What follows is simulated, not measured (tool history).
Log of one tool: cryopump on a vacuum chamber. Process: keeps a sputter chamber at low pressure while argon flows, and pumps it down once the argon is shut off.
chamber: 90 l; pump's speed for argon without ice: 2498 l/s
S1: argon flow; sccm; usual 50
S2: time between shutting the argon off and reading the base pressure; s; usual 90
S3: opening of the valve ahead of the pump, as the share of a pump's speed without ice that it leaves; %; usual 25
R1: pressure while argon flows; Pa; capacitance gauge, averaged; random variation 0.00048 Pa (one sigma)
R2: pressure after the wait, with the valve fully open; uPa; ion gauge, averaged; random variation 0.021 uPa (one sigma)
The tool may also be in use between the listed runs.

run 1 hour=0 | S1=50 S2=90 S3=25 | R1=0.1403 R2=1.34
run 2 hour=40.4 | S1=22 S2=90 S3=25 | R1=0.0611 R2=1.45
run 3 hour=84.4 | S1=50 S2=51 S3=25 | R1=0.1404 R2=1.61
run 4 hour=160.9 | S1=50 S2=51 S3=25 | R1=0.1404 R2=1.6
run 5 hour=226.5 | S1=50 S2=51 S3=25 | R1=0.1411 R2=1.59
run 6 hour=280.7 | S1=50 S2=90 S3=22 | R1=0.1593 R2=1.49
run 7 hour=323.2 | S1=54 S2=90 S3=25 | R1=0.1533 R2=1.48
-- hour=341.8 pump warmed up, emptied and cooled again
run 8 hour=392.6 | S1=50 S2=90 S3=25 | R1=0.1368 R2=1.31
run 9 hour=485.6 | S1=50 S2=90 S3=25 | R1=0.1366 R2=1.36
run 10 hour=541.3 | S1=50 S2=90 S3=25 | R1=0.1369 R2=1.37
run 11 hour=597.9 | S1=50 S2=90 S3=25 | R1=0.1363 R2=1.35
run 12 hour=636.8 | S1=50 S2=90 S3=25 | R1=0.1369 R2=1.39
run 13 hour=688.4 | S1=50 S2=90 S3=25 | R1=0.1377 R2=1.38
run 14 hour=771.8 | S1=50 S2=90 S3=25 | R1=0.137 R2=1.45
-- hour=826 leaking fittings of the chamber tightened, without venting
run 15 hour=838.7 | S1=50 S2=90 S3=25 | R1=0.1383 R2=0.31
run 16 hour=906.4 | S1=50 S2=90 S3=25 | R1=0.1382 R2=0.33
run 17 hour=986 | S1=50 S2=21 S3=25 | R1=0.1381 R2=0.99
run 18 hour=1071 | S1=78 S2=90 S3=19 | R1=0.2839 R2=0.36
run 19 hour=1124.8 | S1=78 S2=90 S3=50 | R1=0.1127 R2=0.41
run 20 hour=1165 | S1=67 S2=130 S3=39 | R1=0.1218 R2=0.3
run 21 hour=1226.8 | S1=56 S2=90 S3=23 | R1=0.1693 R2=0.41
run 22 hour=1271.4 | S1=21 S2=63 S3=32 | R1=0.0464 R2=0.48
run 23 hour=1345.3 | S1=94 S2=90 S3=22 | R1=0.2993 R2=0.41
run 24 hour=1400.9 | S1=94 S2=90 S3=22 | R1=0.3002 R2=0.43
run 25 hour=1495.4 | S1=94 S2=90 S3=22 | R1=0.3009 R2=0.41
-- hour=1559.9 pump warmed up, emptied and cooled again
run 26 hour=1590.4 | S1=50 S2=100 S3=25 | R1=0.1365 R2=0.35
run 27 hour=1632.4 | S1=29 S2=256 S3=25 | R1=0.079 R2=0.3
run 28 hour=1714.3 | S1=29 S2=36 S3=25 | R1=0.0789 R2=0.67
run 29 hour=1755.5 | S1=48 S2=177 S3=25 | R1=0.1308 R2=0.34
run 30 hour=1818.8 | S1=54 S2=47 S3=18 | R1=0.2054 R2=0.64
run 31 hour=1873.1 | S1=84 S2=90 S3=18 | R1=0.3188 R2=0.47
run 32 hour=1931.7 | S1=84 S2=90 S3=18 | R1=0.319 R2=0.46
run 33 hour=1975.6 | S1=50 S2=90 S3=17 | R1=0.2021 R2=0.44

5 ways to go on from here, each from the tool as it stands after run 33. What would each give?
run A hour=2032.6 | S1=50 S2=30 S3=25 | R1=? R2=?
run B hour=2032.6 | S1=50 S2=69 S3=41 | R1=? R2=?
run C hour=2032.6 | S1=56 S2=90 S3=17 | R1=? R2=?
run D hour=2032.6 | S1=27 S2=50 S3=17 | R1=? R2=?
run E hour=2032.6 | S1=50 S2=105 S3=25 | R1=? R2=?

run=A R1=0.1382 R2=0.87
run=B R1=0.0851 R2=0.52
run=C R1=0.2256 R2=0.47
run=D R1=0.1092 R2=0.6
run=E R1=0.1384 R2=0.41
Without the tool's hidden state the same runs would have given:
run=A R1=0.1354 R2=0.71
run=B R1=0.0824 R2=0.36
run=C R1=0.2226 R2=0.31
run=D R1=0.1077 R2=0.44
run=E R1=0.1357 R2=0.25

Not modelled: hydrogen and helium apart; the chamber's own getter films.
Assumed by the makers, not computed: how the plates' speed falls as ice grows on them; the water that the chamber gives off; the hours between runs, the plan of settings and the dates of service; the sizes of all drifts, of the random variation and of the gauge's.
